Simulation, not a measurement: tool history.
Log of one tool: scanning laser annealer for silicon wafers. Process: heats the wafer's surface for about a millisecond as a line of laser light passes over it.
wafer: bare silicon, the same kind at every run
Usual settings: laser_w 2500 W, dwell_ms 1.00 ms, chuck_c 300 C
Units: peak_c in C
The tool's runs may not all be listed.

run 1 hour=0.0 | laser_w=2500 dwell_ms=1.00 chuck_c=300 | peak_c=1121
run 2 hour=8.4 | laser_w=2500 dwell_ms=1.00 chuck_c=300 | peak_c=1119
run 3 hour=18.6 | laser_w=2500 dwell_ms=1.00 chuck_c=300 | peak_c=1120
run 4 hour=29.0 | laser_w=2500 dwell_ms=1.00 chuck_c=300 | peak_c=1122
run 5 hour=44.9 | laser_w=2500 dwell_ms=1.00 chuck_c=300 | peak_c=1122
run 6 hour=61.3 | laser_w=2500 dwell_ms=1.00 chuck_c=297 | peak_c=1118
run 7 hour=75.5 | laser_w=2500 dwell_ms=1.00 chuck_c=297 | peak_c=1117
run 8 hour=84.9 | laser_w=2500 dwell_ms=1.00 chuck_c=297 | peak_c=1117
run 9 hour=100.7 | laser_w=2706 dwell_ms=1.00 chuck_c=300 | peak_c=1187
run 10 hour=116.3 | laser_w=2548 dwell_ms=1.00 chuck_c=300 | peak_c=1136
run 11 hour=125.2 | laser_w=2548 dwell_ms=1.00 chuck_c=300 | peak_c=1134
run 12 hour=135.3 | laser_w=2548 dwell_ms=1.00 chuck_c=300 | peak_c=1135
run 13 hour=143.6 | laser_w=2500 dwell_ms=1.00 chuck_c=300 | peak_c=1121
run 14 hour=152.4 | laser_w=2500 dwell_ms=1.00 chuck_c=300 | peak_c=1121
run 15 hour=160.7 | laser_w=2500 dwell_ms=1.00 chuck_c=300 | peak_c=1121
run 16 hour=170.8 | laser_w=2500 dwell_ms=0.85 chuck_c=300 | peak_c=1046
run 17 hour=186.3 | laser_w=2500 dwell_ms=0.85 chuck_c=300 | peak_c=1046
run 18 hour=200.6 | laser_w=2256 dwell_ms=0.85 chuck_c=300 | peak_c=978
run 19 hour=210.0 | laser_w=2256 dwell_ms=0.85 chuck_c=300 | peak_c=978
run 20 hour=216.8 | laser_w=2500 dwell_ms=1.00 chuck_c=340 | peak_c=1158
run 21 hour=227.8 | laser_w=2500 dwell_ms=1.00 chuck_c=297 | peak_c=1117
run 22 hour=240.5 | laser_w=2500 dwell_ms=1.18 chuck_c=263 | peak_c=1168
run 23 hour=248.0 | laser_w=2500 dwell_ms=1.18 chuck_c=263 | peak_c=1165
run 24 hour=257.9 | laser_w=2500 dwell_ms=1.18 chuck_c=263 | peak_c=1167
run 25 hour=268.1 | laser_w=2295 dwell_ms=0.90 chuck_c=325 | peak_c=1037
run 26 hour=275.9 | laser_w=2500 dwell_ms=1.02 chuck_c=319 | peak_c=1147
run 27 hour=283.1 | laser_w=2303 dwell_ms=1.00 chuck_c=296 | peak_c=1055
run 28 hour=296.9 | laser_w=2303 dwell_ms=1.00 chuck_c=296 | peak_c=1055
run 29 hour=312.5 | laser_w=2662 dwell_ms=1.22 chuck_c=307 | peak_c=1285
-- hour=327.5 optics aligned, line set to its width
-- hour=331.6 window over the wafer cleaned
run 30 hour=334.9 | laser_w=2500 dwell_ms=0.90 chuck_c=297 | peak_c=1070
run 31 hour=345.7 | laser_w=2333 dwell_ms=0.80 chuck_c=279 | peak_c=953
run 32 hour=356.7 | laser_w=2452 dwell_ms=1.07 chuck_c=267 | peak_c=1107
run 33 hour=372.7 | laser_w=2452 dwell_ms=1.07 chuck_c=267 | peak_c=1105
run 34 hour=385.4 | laser_w=2595 dwell_ms=1.18 chuck_c=332 | peak_c=1269
run 35 hour=393.8 | laser_w=2569 dwell_ms=1.13 chuck_c=330 | peak_c=1234
run 36 hour=403.7 | laser_w=2424 dwell_ms=1.00 chuck_c=300 | peak_c=1096
run 37 hour=416.4 | laser_w=2424 dwell_ms=1.00 chuck_c=300 | peak_c=1098
run 38 hour=431.0 | laser_w=2609 dwell_ms=0.82 chuck_c=333 | peak_c=1094
run 39 hour=440.7 | laser_w=2266 dwell_ms=1.10 chuck_c=314 | peak_c=1106
run 40 hour=449.4 | laser_w=2500 dwell_ms=1.23 chuck_c=300 | peak_c=1226
run 41 hour=457.5 | laser_w=2201 dwell_ms=0.82 chuck_c=313 | peak_c=961

4 ways to go on from here, each from the tool as it stands after run 41. What would each give?
run A hour=470.0 | laser_w=2201 dwell_ms=0.96 chuck_c=313 | peak_c=?
run B hour=470.0 | laser_w=2500 dwell_ms=1.08 chuck_c=300 | peak_c=?
run C hour=470.0 | laser_w=2226 dwell_ms=0.82 chuck_c=277 | peak_c=?
run D hour=470.0 | laser_w=2560 dwell_ms=1.05 chuck_c=298 | peak_c=?

run=A peak_c=1023
run=B peak_c=1160
run=C peak_c=931
run=D peak_c=1163
Without the tool's hidden state the same runs would have given:
run=A peak_c=1023
run=B peak_c=1160
run=C peak_c=932
run=D peak_c=1163

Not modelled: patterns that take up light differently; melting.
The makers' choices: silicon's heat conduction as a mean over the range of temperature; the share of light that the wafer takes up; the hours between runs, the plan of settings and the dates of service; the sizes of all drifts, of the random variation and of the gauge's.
